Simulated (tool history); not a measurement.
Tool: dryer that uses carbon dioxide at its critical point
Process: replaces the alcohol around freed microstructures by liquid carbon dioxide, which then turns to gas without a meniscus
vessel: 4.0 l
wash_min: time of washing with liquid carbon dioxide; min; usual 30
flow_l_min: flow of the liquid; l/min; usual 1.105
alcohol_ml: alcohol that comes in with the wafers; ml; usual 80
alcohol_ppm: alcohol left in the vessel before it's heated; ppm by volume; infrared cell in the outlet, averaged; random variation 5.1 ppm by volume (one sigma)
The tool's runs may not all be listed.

run	day	wash_min	flow_l_min	alcohol_ml	alcohol_ppm
1	0.000	30	1.105	80	147
2	0.858	30	1.105	80	152
3	2.058	30	1.105	80	153
4	3.308	30	0.860	80	366
5	3.962	30	0.860	80	387
6	5.188	30	0.860	80	402
7	6.579	30	0.860	88	450
8	7.454	30	0.860	88	487
9	8.933	30	0.860	88	477
10	10.183	22	0.860	48	744
11	11.162	21	1.410	53	222
12	12.112	21	1.410	53	219
13	12.912	21	1.410	53	238
14	14.038	35	1.105	80	158
15	15.179	35	1.105	80	167
# day 15.308: inlet filter changed
16	16.412	48	1.440	36	102
17	17.233	36	1.105	27	110
18	18.075	39	1.105	27	113

5 ways to go on from here, each from the tool as it stands after run 18. What would each give?
A	19.304	22	1.105	51	?
B	19.304	30	1.010	103	?
C	19.304	39	0.710	27	?
D	19.304	39	0.700	27	?
E	19.304	42	1.105	80	?

run	alcohol_ppm
A	310
B	255
C	169
D	169
E	110
Without the tool's hidden state the same runs would have given:
run	alcohol_ppm
A	180
B	126
C	57
D	58
E	6
